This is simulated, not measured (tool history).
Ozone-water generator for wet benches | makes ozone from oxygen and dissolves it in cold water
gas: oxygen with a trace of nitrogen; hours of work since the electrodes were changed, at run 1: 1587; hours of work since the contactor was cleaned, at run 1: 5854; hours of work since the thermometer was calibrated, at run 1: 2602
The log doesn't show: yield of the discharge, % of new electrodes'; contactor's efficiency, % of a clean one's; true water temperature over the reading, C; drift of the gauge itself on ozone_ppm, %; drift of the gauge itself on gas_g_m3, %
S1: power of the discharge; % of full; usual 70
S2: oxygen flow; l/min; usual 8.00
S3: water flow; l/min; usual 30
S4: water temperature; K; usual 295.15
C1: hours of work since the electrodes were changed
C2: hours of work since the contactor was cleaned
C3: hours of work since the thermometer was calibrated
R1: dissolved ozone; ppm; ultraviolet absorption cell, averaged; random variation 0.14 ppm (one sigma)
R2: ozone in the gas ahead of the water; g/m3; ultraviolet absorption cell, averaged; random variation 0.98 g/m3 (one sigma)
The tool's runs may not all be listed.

Run 1, hour 0.0: usual settings; C1 1587; C2 5854; C3 2602. Result: R1 15.3 ppm, R2 163.7 g/m3.
At hour 106.9: water thermometer calibrated.
Run 2, hour 115.5: usual settings but S1 85 % of full; C1 1677; C2 5944; C3 7. Result: R1 17.4 ppm, R2 185.5 g/m3.
Run 3, hour 202.1: usual settings but S3 40 l/min; C1 1745; C2 6012; C3 74. Result: R1 11.3 ppm, R2 165.5 g/m3.
Run 4, hour 306.5: usual settings but S3 40 l/min; C1 1826; C2 6094; C3 156. Result: R1 11.4 ppm, R2 165.3 g/m3.
Run 5, hour 384.9: usual settings but S3 40 l/min; C1 1888; C2 6155; C3 217. Result: R1 11.5 ppm, R2 163.5 g/m3.
Run 6, hour 511.9: usual settings but S3 40 l/min; C1 1987; C2 6254; C3 317. Result: R1 11.3 ppm, R2 164.3 g/m3.
Run 7, hour 661.1: usual settings but S3 40 l/min; C1 2104; C2 6371; C3 434. Result: R1 11.2 ppm, R2 163.5 g/m3.
Run 8, hour 792.5: usual settings; C1 2206; C2 6474; C3 536. Result: R1 14.9 ppm, R2 160.6 g/m3.
Run 9, hour 952.6: usual settings; C1 2332; C2 6599; C3 662. Result: R1 14.9 ppm, R2 165.0 g/m3.
Run 10, hour 1070.9: usual settings but S1 72 % of full; C1 2424; C2 6692; C3 754. Result: R1 15.2 ppm, R2 165.3 g/m3.
Run 11, hour 1201.4: usual settings but S1 72 % of full; C1 2526; C2 6794; C3 856. Result: R1 14.9 ppm, R2 165.9 g/m3.
Run 12, hour 1267.2: usual settings but S1 46 % of full; C1 2578; C2 6845; C3 908. Result: R1 11.6 ppm, R2 129.8 g/m3.
At hour 1278.3: contactor cleaned.
Run 13, hour 1387.4: usual settings but S1 46 % of full, S2 5.47 l/min; C1 2669; C2 85; C3 999. Result: R1 10.8 ppm, R2 155.1 g/m3.
Run 14, hour 1505.2: usual settings but S1 77 % of full, S3 35 l/min; C1 2761; C2 178; C3 1091. Result: R1 12.8 ppm, R2 173.2 g/m3.
Run 15, hour 1574.8: usual settings but S1 77 % of full, S3 35 l/min, S4 292.15 K; C1 2815; C2 232; C3 1145. Result: R1 13.4 ppm, R2 172.5 g/m3.
Run 16, hour 1664.6: usual settings but S1 61 % of full, S2 9.37 l/min, S3 22 l/min, S4 290.15 K; C1 2886; C2 302; C3 1216. Result: R1 18.1 ppm, R2 136.8 g/m3.
Run 17, hour 1747.4: usual settings but S1 59 % of full, S3 31 l/min, S4 302.15 K; C1 2950; C2 367; C3 1280. Result: R1 11.0 ppm, R2 147.3 g/m3.
Run 18, hour 1843.4: usual settings but S1 63 % of full, S2 10.14 l/min, S3 44 l/min; C1 3026; C2 442; C3 1355. Result: R1 9.0 ppm, R2 133.3 g/m3.
Run 19, hour 1971.0: usual settings but S1 63 % of full, S2 10.14 l/min, S3 44 l/min; C1 3125; C2 542; C3 1455. Result: R1 9.1 ppm, R2 134.7 g/m3.
Run 20, hour 2044.3: usual settings but S1 63 % of full, S2 10.14 l/min, S3 44 l/min; C1 3183; C2 599; C3 1513. Result: R1 9.1 ppm, R2 134.5 g/m3.
At hour 2145.0: contactor cleaned, once more.
Run 21, hour 2169.5: usual settings but S1 82 % of full, S2 6.08 l/min, S3 44 l/min, S4 300.15 K; C1 3278; C2 19; C3 1608. Result: R1 10.4 ppm, R2 200.1 g/m3.
Run 22, hour 2236.7: usual settings but S1 82 % of full, S2 6.08 l/min, S3 44 l/min, S4 292.15 K; C1 3330; C2 72; C3 1660. Result: R1 11.7 ppm, R2 201.4 g/m3.
Run 23, hour 2322.2: usual settings but S2 11.12 l/min, S3 31 l/min; C1 3397; C2 139; C3 1727. Result: R1 14.9 ppm, R2 135.4 g/m3.

The same runs without the tool's hidden state, with the same run-to-run variation:
run    R1     R2
  1  16.4  166.8
  2  18.7  189.8
  3  12.3  169.1
  4  12.4  169.2
  5  12.4  167.5
  6  12.3  168.6
  7  12.3  168.1
  8  16.2  165.4
  9  16.3  170.3
 10  16.6  171.0
 11  16.4  172.0
 12  12.6  133.3
 13  12.2  159.6
 14  14.9  180.5
 15  15.6  180.0
 16  20.5  142.2
 17  12.7  153.0
 18  10.6  138.9
 19  10.8  140.6
 20  10.7  140.6
 21  11.0  211.0
 22  12.4  212.5
 23  15.8  142.5
